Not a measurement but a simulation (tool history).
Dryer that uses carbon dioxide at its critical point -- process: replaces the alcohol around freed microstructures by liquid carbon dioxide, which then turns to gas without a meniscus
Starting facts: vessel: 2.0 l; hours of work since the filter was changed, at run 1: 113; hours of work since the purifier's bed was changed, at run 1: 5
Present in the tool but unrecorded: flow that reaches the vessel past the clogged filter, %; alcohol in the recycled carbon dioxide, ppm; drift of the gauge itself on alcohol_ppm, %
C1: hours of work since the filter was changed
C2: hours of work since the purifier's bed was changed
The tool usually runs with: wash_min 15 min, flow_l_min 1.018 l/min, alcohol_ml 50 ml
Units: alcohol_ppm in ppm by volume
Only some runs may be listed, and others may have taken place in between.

run 1 hour=0.0 | wash_min=15 flow_l_min=1.018 alcohol_ml=50 | C1=113 C2=5 | alcohol_ppm=45
run 2 hour=7.7 | wash_min=15 flow_l_min=1.018 alcohol_ml=50 | C1=116 C2=8 | alcohol_ppm=53
run 3 hour=15.5 | wash_min=15 flow_l_min=0.750 alcohol_ml=50 | C1=119 C2=12 | alcohol_ppm=257
run 4 hour=21.1 | wash_min=15 flow_l_min=0.750 alcohol_ml=50 | C1=122 C2=14 | alcohol_ppm=268
run 5 hour=31.1 | wash_min=15 flow_l_min=0.750 alcohol_ml=50 | C1=126 C2=19 | alcohol_ppm=264
run 6 hour=36.0 | wash_min=15 flow_l_min=1.018 alcohol_ml=50 | C1=129 C2=21 | alcohol_ppm=57
run 7 hour=40.8 | wash_min=21 flow_l_min=0.730 alcohol_ml=21 | C1=131 C2=23 | alcohol_ppm=33
run 8 hour=45.8 | wash_min=24 flow_l_min=1.160 alcohol_ml=59 | C1=133 C2=25 | alcohol_ppm=8
run 9 hour=53.2 | wash_min=22 flow_l_min=1.560 alcohol_ml=50 | C1=136 C2=29 | alcohol_ppm=14
run 10 hour=58.7 | wash_min=11 flow_l_min=0.870 alcohol_ml=25 | C1=139 C2=31 | alcohol_ppm=254
run 11 hour=63.9 | wash_min=21 flow_l_min=0.740 alcohol_ml=58 | C1=141 C2=33 | alcohol_ppm=58

Forecast each of these 5 alternatives for the next run:
run A hour=69.3 | wash_min=21 flow_l_min=1.210 alcohol_ml=58 | C1=144 C2=36 | alcohol_ppm=?
run B hour=69.3 | wash_min=9 flow_l_min=1.018 alcohol_ml=86 | C1=144 C2=36 | alcohol_ppm=?
run C hour=69.3 | wash_min=10 flow_l_min=1.510 alcohol_ml=66 | C1=144 C2=36 | alcohol_ppm=?
run D hour=69.3 | wash_min=13 flow_l_min=1.450 alcohol_ml=32 | C1=144 C2=36 | alcohol_ppm=?
run E hour=69.3 | wash_min=21 flow_l_min=1.680 alcohol_ml=58 | C1=144 C2=36 | alcohol_ppm=?

run=A alcohol_ppm=7
run=B alcohol_ppm=977
run=C alcohol_ppm=64
run=D alcohol_ppm=16
run=E alcohol_ppm=5
Had the tool no hidden state, the same runs would have come out as:
run=A alcohol_ppm=3
run=B alcohol_ppm=897
run=C alcohol_ppm=53
run=D alcohol_ppm=11
run=E alcohol_ppm=1

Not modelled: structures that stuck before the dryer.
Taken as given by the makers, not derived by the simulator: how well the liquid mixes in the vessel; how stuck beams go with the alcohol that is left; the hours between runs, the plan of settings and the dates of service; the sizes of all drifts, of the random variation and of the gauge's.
